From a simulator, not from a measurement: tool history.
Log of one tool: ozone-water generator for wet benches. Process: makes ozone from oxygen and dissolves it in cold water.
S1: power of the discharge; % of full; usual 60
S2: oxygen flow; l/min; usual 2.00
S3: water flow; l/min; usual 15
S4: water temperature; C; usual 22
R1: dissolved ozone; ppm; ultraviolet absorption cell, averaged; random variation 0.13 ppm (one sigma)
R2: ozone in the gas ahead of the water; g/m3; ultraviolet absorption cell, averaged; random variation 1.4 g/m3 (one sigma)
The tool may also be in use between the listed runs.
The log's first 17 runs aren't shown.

run	hour	S1	S2	S3	S4	R1	R2
18	537.8	65	2.00	9	14	28.1	259.2
19	583.8	81	2.00	22	23	11.1	292.7
20	632.3	48	2.00	9	23	21.3	217.6
21	674.5	77	1.41	12	27	20.8	360.0
# hour 688.8: gauge calibrated
22	699.4	77	1.41	12	27	20.4	371.9
23	743.6	77	1.41	12	27	20.4	369.7
# hour 775.1: contactor cleaned
24	783.3	51	2.89	14	15	15.6	180.1
25	820.5	51	2.89	18	15	11.8	178.8
26	870.2	72	2.89	18	23	13.4	216.4
27	905.9	72	2.89	18	23	13.4	215.8
28	950.0	72	2.89	18	23	13.6	217.1
29	987.0	72	2.89	18	23	13.4	216.1
30	1033.9	52	1.53	12	19	17.9	276.9
31	1057.2	70	2.77	15	16	17.4	219.1
32	1104.1	70	2.77	15	16	17.2	215.9

Forecast each of these 5 alternatives for the next run:
A	1131.5	70	1.46	11	15	?	?
B	1131.5	60	2.00	15	21	?	?
C	1131.5	60	2.00	15	20	?	?
D	1131.5	43	1.43	15	16	?	?
E	1131.5	70	2.19	15	16	?	?

run	R1	R2
A	24.4	336.1
B	14.9	250.7
C	15.2	248.4
D	12.5	258.7
E	17.1	256.6
Without the tool's hidden state the same runs would have given:
run	R1	R2
A	24.4	342.4
B	14.9	255.4
C	15.2	253.1
D	12.5	263.5
E	17.1	261.4

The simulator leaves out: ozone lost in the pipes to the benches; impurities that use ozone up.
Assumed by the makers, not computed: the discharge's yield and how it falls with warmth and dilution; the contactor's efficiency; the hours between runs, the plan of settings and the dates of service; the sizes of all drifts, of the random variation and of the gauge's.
